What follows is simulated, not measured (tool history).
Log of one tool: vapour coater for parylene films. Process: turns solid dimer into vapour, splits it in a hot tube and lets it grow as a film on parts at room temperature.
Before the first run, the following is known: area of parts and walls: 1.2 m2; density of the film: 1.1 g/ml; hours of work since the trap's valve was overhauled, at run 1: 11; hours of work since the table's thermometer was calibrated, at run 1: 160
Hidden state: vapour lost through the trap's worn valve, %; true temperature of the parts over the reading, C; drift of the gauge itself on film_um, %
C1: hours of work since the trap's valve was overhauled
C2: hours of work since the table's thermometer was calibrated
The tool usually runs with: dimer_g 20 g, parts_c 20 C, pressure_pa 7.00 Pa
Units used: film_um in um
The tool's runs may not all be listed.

run 1 hour=0.0 | dimer_g=20 parts_c=20 pressure_pa=7.00 | C1=11 C2=160 | film_um=7.52
run 2 hour=15.9 | dimer_g=27 parts_c=20 pressure_pa=7.00 | C1=22 C2=171 | film_um=10.00
run 3 hour=32.7 | dimer_g=27 parts_c=20 pressure_pa=7.00 | C1=33 C2=182 | film_um=10.06
run 4 hour=52.7 | dimer_g=14 parts_c=20 pressure_pa=7.00 | C1=46 C2=196 | film_um=5.20
run 5 hour=66.4 | dimer_g=14 parts_c=20 pressure_pa=7.00 | C1=56 C2=205 | film_um=5.21
run 6 hour=85.5 | dimer_g=14 parts_c=20 pressure_pa=7.00 | C1=69 C2=218 | film_um=5.12
run 7 hour=97.1 | dimer_g=14 parts_c=20 pressure_pa=7.00 | C1=76 C2=226 | film_um=5.11
run 8 hour=108.4 | dimer_g=20 parts_c=20 pressure_pa=7.00 | C1=84 C2=234 | film_um=7.26
run 9 hour=126.7 | dimer_g=29 parts_c=20 pressure_pa=7.00 | C1=96 C2=246 | film_um=10.54
run 10 hour=136.2 | dimer_g=10 parts_c=20 pressure_pa=7.00 | C1=103 C2=252 | film_um=3.59
run 11 hour=154.3 | dimer_g=10 parts_c=20 pressure_pa=7.00 | C1=115 C2=265 | film_um=3.60
run 12 hour=171.0 | dimer_g=10 parts_c=20 pressure_pa=7.00 | C1=126 C2=276 | film_um=3.54
-- hour=177.0 trap's valve overhauled
run 13 hour=191.2 | dimer_g=20 parts_c=13 pressure_pa=7.00 | C1=10 C2=287 | film_um=9.38
run 14 hour=211.4 | dimer_g=20 parts_c=20 pressure_pa=7.00 | C1=23 C2=300 | film_um=6.98
-- hour=236.0 trap's valve overhauled, once more
run 15 hour=237.4 | dimer_g=20 parts_c=20 pressure_pa=7.00 | C1=1 C2=315 | film_um=7.42
run 16 hour=254.9 | dimer_g=20 parts_c=20 pressure_pa=2.08 | C1=13 C2=327 | film_um=8.01
run 17 hour=264.7 | dimer_g=20 parts_c=20 pressure_pa=2.08 | C1=19 C2=334 | film_um=8.11
run 18 hour=280.4 | dimer_g=20 parts_c=20 pressure_pa=2.08 | C1=30 C2=344 | film_um=7.92
run 19 hour=295.3 | dimer_g=20 parts_c=20 pressure_pa=7.00 | C1=40 C2=354 | film_um=7.42
run 20 hour=312.3 | dimer_g=20 parts_c=20 pressure_pa=7.00 | C1=52 C2=366 | film_um=7.29
run 21 hour=331.9 | dimer_g=16 parts_c=31 pressure_pa=7.00 | C1=65 C2=379 | film_um=3.70
run 22 hour=345.0 | dimer_g=20 parts_c=13 pressure_pa=9.35 | C1=74 C2=388 | film_um=9.49
run 23 hour=361.7 | dimer_g=15 parts_c=20 pressure_pa=7.00 | C1=85 C2=399 | film_um=5.48
run 24 hour=380.5 | dimer_g=13 parts_c=20 pressure_pa=3.28 | C1=98 C2=412 | film_um=4.96
run 25 hour=391.5 | dimer_g=31 parts_c=26 pressure_pa=11.35 | C1=105 C2=419 | film_um=8.53
run 26 hour=401.8 | dimer_g=31 parts_c=26 pressure_pa=11.35 | C1=112 C2=426 | film_um=8.58
run 27 hour=412.2 | dimer_g=31 parts_c=26 pressure_pa=11.35 | C1=119 C2=433 | film_um=8.47
run 28 hour=430.4 | dimer_g=18 parts_c=22 pressure_pa=2.08 | C1=131 C2=446 | film_um=6.42
run 29 hour=442.6 | dimer_g=27 parts_c=20 pressure_pa=2.06 | C1=140 C2=454 | film_um=10.39
run 30 hour=453.9 | dimer_g=16 parts_c=25 pressure_pa=3.64 | C1=147 C2=461 | film_um=4.84
run 31 hour=469.7 | dimer_g=16 parts_c=25 pressure_pa=3.64 | C1=158 C2=472 | film_um=4.77
run 32 hour=489.5 | dimer_g=20 parts_c=20 pressure_pa=6.36 | C1=171 C2=486 | film_um=7.03
run 33 hour=501.1 | dimer_g=13 parts_c=19 pressure_pa=7.00 | C1=179 C2=493 | film_um=4.81
run 34 hour=517.8 | dimer_g=11 parts_c=20 pressure_pa=2.16 | C1=190 C2=505 | film_um=4.14
run 35 hour=537.3 | dimer_g=21 parts_c=12 pressure_pa=7.00 | C1=204 C2=518 | film_um=10.36
run 36 hour=549.9 | dimer_g=18 parts_c=13 pressure_pa=8.27 | C1=212 C2=526 | film_um=8.18
run 37 hour=564.5 | dimer_g=18 parts_c=31 pressure_pa=9.18 | C1=222 C2=536 | film_um=3.91

Take each entry between the runs: how does the hidden state at the last listed run before it differ from the hidden state at the first listed run after it?
Run 12 -> run 13: trap's valve overhauled (hour 177.0)
  vapour lost through the trap's worn valve, %: 4.5 -> 7; true temperature of the parts over the reading, C: 0.17 -> 0.16
  what was measured, less what the result would be without the hidden state, film_um: -0.19 -> -0.77 um
Run 14 -> run 15: trap's valve overhauled, once more (hour 236.0)
  vapour lost through the trap's worn valve, %: 7.5 -> 0.3; true temperature of the parts over the reading, C: 0.16 -> 0.15
  what was measured, less what the result would be without the hidden state, film_um: -0.62 -> -0.07 um
